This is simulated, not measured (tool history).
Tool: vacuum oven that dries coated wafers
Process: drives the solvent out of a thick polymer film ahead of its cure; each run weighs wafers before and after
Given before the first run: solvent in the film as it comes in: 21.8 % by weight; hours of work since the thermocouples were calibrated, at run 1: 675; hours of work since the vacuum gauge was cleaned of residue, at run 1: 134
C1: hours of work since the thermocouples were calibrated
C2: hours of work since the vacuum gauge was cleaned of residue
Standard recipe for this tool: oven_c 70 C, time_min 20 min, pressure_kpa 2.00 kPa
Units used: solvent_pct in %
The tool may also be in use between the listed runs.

Run 1, hour 0.0: usual settings; C1 675; C2 134. Result: solvent_pct 6.49 %.
Run 2, hour 31.6: usual settings but pressure_kpa 2.01 kPa; C1 687; C2 147. Result: solvent_pct 6.43 %.
Run 3, hour 64.1: usual settings but time_min 22 min; C1 701; C2 160. Result: solvent_pct 5.99 %.
Run 4, hour 111.1: usual settings but time_min 22 min; C1 720; C2 179. Result: solvent_pct 6.00 %.
Run 5, hour 146.6: usual settings but time_min 22 min; C1 734; C2 193. Result: solvent_pct 6.02 %.
Run 6, hour 176.0: usual settings but time_min 11 min; C1 746; C2 205. Result: solvent_pct 9.70 %.
Run 7, hour 199.4: usual settings but time_min 11 min; C1 755; C2 215. Result: solvent_pct 9.79 %.
Run 8, hour 239.7: usual settings but time_min 11 min; C1 772; C2 231. Result: solvent_pct 9.75 %.
Run 9, hour 271.5: usual settings but time_min 11 min; C1 784; C2 244. Result: solvent_pct 9.67 %.
Run 10, hour 306.9: usual settings; C1 799; C2 258. Result: solvent_pct 6.49 %.
Run 11, hour 333.2: usual settings but time_min 23 min; C1 809; C2 269. Result: solvent_pct 5.77 %.
Run 12, hour 354.5: usual settings but time_min 14 min; C1 818; C2 277. Result: solvent_pct 8.37 %.
Run 13, hour 380.9: usual settings but time_min 14 min; C1 829; C2 288. Result: solvent_pct 8.32 %.
Run 14, hour 406.1: usual settings but time_min 14 min; C1 839; C2 298. Result: solvent_pct 8.41 %.
Run 15, hour 451.5: usual settings; C1 857; C2 316. Result: solvent_pct 6.46 %.
Run 16, hour 486.4: usual settings; C1 871; C2 331. Result: solvent_pct 6.46 %.
Run 17, hour 516.3: usual settings but time_min 34 min; C1 883; C2 343. Result: solvent_pct 4.24 %.
Run 18, hour 559.6: usual settings but time_min 34 min; C1 901; C2 360. Result: solvent_pct 4.22 %.
Run 19, hour 598.9: usual settings but time_min 34 min; C1 917; C2 376. Result: solvent_pct 4.21 %.
Run 20, hour 646.3: usual settings but time_min 34 min; C1 936; C2 395. Result: solvent_pct 4.23 %.
At hour 651.4: vacuum gauge cleaned of residue and calibrated.
Run 21, hour 692.2: usual settings but oven_c 61 C, time_min 12 min, pressure_kpa 1.19 kPa; C1 954; C2 16. Result: solvent_pct 12.29 %.
Run 22, hour 729.6: usual settings but oven_c 61 C, time_min 12 min, pressure_kpa 5.42 kPa; C1 969; C2 32. Result: solvent_pct 16.91 %.
At hour 735.3: vacuum gauge cleaned of residue and calibrated, once more.
Run 23, hour 753.7: usual settings but oven_c 61 C, time_min 12 min, pressure_kpa 5.42 kPa; C1 978; C2 7. Result: solvent_pct 16.71 %.
Run 24, hour 776.7: usual settings but oven_c 61 C, time_min 12 min, pressure_kpa 5.42 kPa; C1 987; C2 17. Result: solvent_pct 16.71 %.
Run 25, hour 821.8: usual settings but oven_c 61 C, time_min 12 min, pressure_kpa 5.42 kPa; C1 1006; C2 35. Result: solvent_pct 16.82 %.
Run 26, hour 860.1: usual settings but oven_c 61 C, time_min 12 min, pressure_kpa 6.94 kPa; C1 1021; C2 50. Result: solvent_pct 18.46 %.
Run 27, hour 890.5: usual settings but oven_c 69 C, time_min 30 min, pressure_kpa 4.47 kPa; C1 1033; C2 63. Result: solvent_pct 8.35 %.
Run 28, hour 936.2: usual settings but oven_c 69 C, time_min 30 min, pressure_kpa 4.47 kPa; C1 1052; C2 81. Result: solvent_pct 8.31 %.
Run 29, hour 983.6: usual settings but pressure_kpa 2.08 kPa; C1 1071; C2 100. Result: solvent_pct 6.43 %.
Run 30, hour 1030.5: usual settings but pressure_kpa 2.08 kPa; C1 1090; C2 119. Result: solvent_pct 6.45 %.
Run 31, hour 1073.2: usual settings but time_min 19 min, pressure_kpa 1.41 kPa; C1 1107; C2 137. Result: solvent_pct 5.87 %.
Run 32, hour 1096.4: usual settings but time_min 19 min, pressure_kpa 1.41 kPa; C1 1117; C2 146. Result: solvent_pct 5.94 %.
Run 33, hour 1121.7: usual settings but time_min 14 min; C1 1127; C2 156. Result: solvent_pct 8.24 %.
Run 34, hour 1169.8: usual settings but oven_c 79 C, time_min 32 min; C1 1146; C2 176. Result: solvent_pct 2.26 %.
Run 35, hour 1200.5: usual settings but oven_c 80 C, time_min 14 min, pressure_kpa 1.27 kPa; C1 1159; C2 188. Result: solvent_pct 3.47 %.
Run 36, hour 1238.9: usual settings but oven_c 83 C, time_min 14 min, pressure_kpa 5.02 kPa; C1 1174; C2 204. Result: solvent_pct 5.60 %.
Run 37, hour 1275.3: usual settings but time_min 35 min, pressure_kpa 1.05 kPa; C1 1189; C2 218. Result: solvent_pct 2.72 %.
Run 38, hour 1315.9: usual settings but time_min 35 min, pressure_kpa 1.05 kPa; C1 1205; C2 235. Result: solvent_pct 2.68 %.
Run 39, hour 1341.7: usual settings but time_min 35 min, pressure_kpa 1.05 kPa; C1 1216; C2 245. Result: solvent_pct 2.73 %.

5 options for the next run, each taken on its own from the tool as it stands now. Forecast them:
Run A, hour 1381.3: usual settings but oven_c 59 C; C1 1232; C2 261. Result: solvent_pct ?.
Run B, hour 1381.3: usual settings but time_min 19 min; C1 1232; C2 261. Result: solvent_pct ?.
Run C, hour 1381.3: usual settings but time_min 35 min, pressure_kpa 2.41 kPa; C1 1232; C2 261. Result: solvent_pct ?.
Run D, hour 1381.3: usual settings but oven_c 64 C; C1 1232; C2 261. Result: solvent_pct ?.
Run E, hour 1381.3: usual settings but pressure_kpa 1.81 kPa; C1 1232; C2 261. Result: solvent_pct ?.

run  solvent_pct
  A        11.50
  B         6.60
  C         4.59
  D         9.08
  E         6.13
Without the tool's hidden state the same runs would have given:
run  solvent_pct
  A        12.15
  B         7.24
  C         5.04
  D         9.75
  E         6.75
